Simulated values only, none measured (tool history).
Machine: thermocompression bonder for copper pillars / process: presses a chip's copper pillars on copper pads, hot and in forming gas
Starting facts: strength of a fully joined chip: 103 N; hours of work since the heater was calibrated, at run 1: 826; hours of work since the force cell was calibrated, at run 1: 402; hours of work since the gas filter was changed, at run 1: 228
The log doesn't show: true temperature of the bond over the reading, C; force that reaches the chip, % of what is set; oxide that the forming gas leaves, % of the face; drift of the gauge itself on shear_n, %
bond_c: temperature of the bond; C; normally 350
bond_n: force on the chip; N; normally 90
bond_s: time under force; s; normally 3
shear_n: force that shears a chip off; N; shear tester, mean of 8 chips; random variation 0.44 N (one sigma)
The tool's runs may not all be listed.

run,hour,bond_c,bond_n,bond_s,hours of work since the heater was calibrated,hours of work since the force cell was calibrated,hours of work since the gas filter was changed,shear_n
1,0.0,350,90,3,826,402,228,38.4
# hour 13.1: forming gas filter changed
2,79.0,350,90,3,871,447,38,39.5
3,154.6,350,90,3,914,490,81,39.2
# hour 162.8: heater calibrated with a thermocouple chip
4,230.6,350,90,3,39,533,124,45.2
5,290.7,350,90,3,74,567,158,44.0
6,331.3,336,90,3,97,591,182,37.4
7,370.2,350,90,8,119,613,204,60.7
8,415.3,350,90,3,145,639,230,43.1
# hour 426.2: forming gas filter changed
9,496.7,350,90,3,192,686,41,43.9
10,550.1,350,90,3,222,716,71,44.2
11,583.7,350,90,3,242,736,91,43.6
12,662.6,350,90,3,287,781,136,43.5
13,736.8,350,90,3,330,824,179,42.4
14,772.8,350,90,3,351,844,199,42.8
# hour 834.1: forming gas filter changed
15,839.6,350,90,2,389,883,3,36.2
16,908.3,350,90,2,428,922,43,36.2
17,970.4,350,90,3,464,958,78,42.0
18,1029.8,350,90,3,498,992,113,43.0
19,1062.7,336,90,3,517,1011,131,35.2
20,1135.8,336,90,3,559,1053,173,34.7
21,1175.7,336,90,3,582,1076,196,35.1
22,1228.9,322,93,2,612,1106,227,24.0
# hour 1246.1: forming gas filter changed
23,1305.1,364,71,2,656,1150,34,36.9
24,1376.7,364,71,2,697,1191,75,36.1
25,1417.5,364,56,2,721,1215,99,31.6
26,1483.8,342,89,2,759,1253,137,31.5
27,1527.9,342,89,2,784,1278,162,30.8
28,1570.6,350,89,2,809,1303,187,34.4
29,1610.4,376,90,3,832,1326,210,52.9
# hour 1645.0: force cell calibrated
30,1645.0,330,128,6,851,0,229,46.6
# hour 1657.2: forming gas filter changed
31,1709.3,350,90,7,887,37,30,53.2
32,1756.9,350,90,7,915,64,57,52.1
# hour 1765.2: heater calibrated with a thermocouple chip
33,1816.1,332,82,8,29,97,90,48.6
34,1853.4,325,55,8,51,118,112,36.1
35,1913.1,325,55,8,85,153,146,35.7
36,1978.2,350,127,3,122,190,183,50.4
37,2017.6,350,127,3,145,213,206,50.3
# hour 2070.1: forming gas filter changed
38,2079.1,354,59,4,180,248,5,40.5
39,2144.4,354,59,4,218,285,43,40.2
40,2196.1,354,59,4,248,315,72,40.8

Here are 3 independent what-if runs from the current tool condition. What would each one return?
A,2265.0,354,110,4,287,355,112,?
B,2265.0,329,113,4,287,355,112,?
C,2265.0,378,59,4,287,355,112,?

run,shear_n
A,54.1
B,41.5
C,51.3
What these runs would have given with no unlogged condition in the tool:
run,shear_n
A,56.8
B,44.0
C,53.7
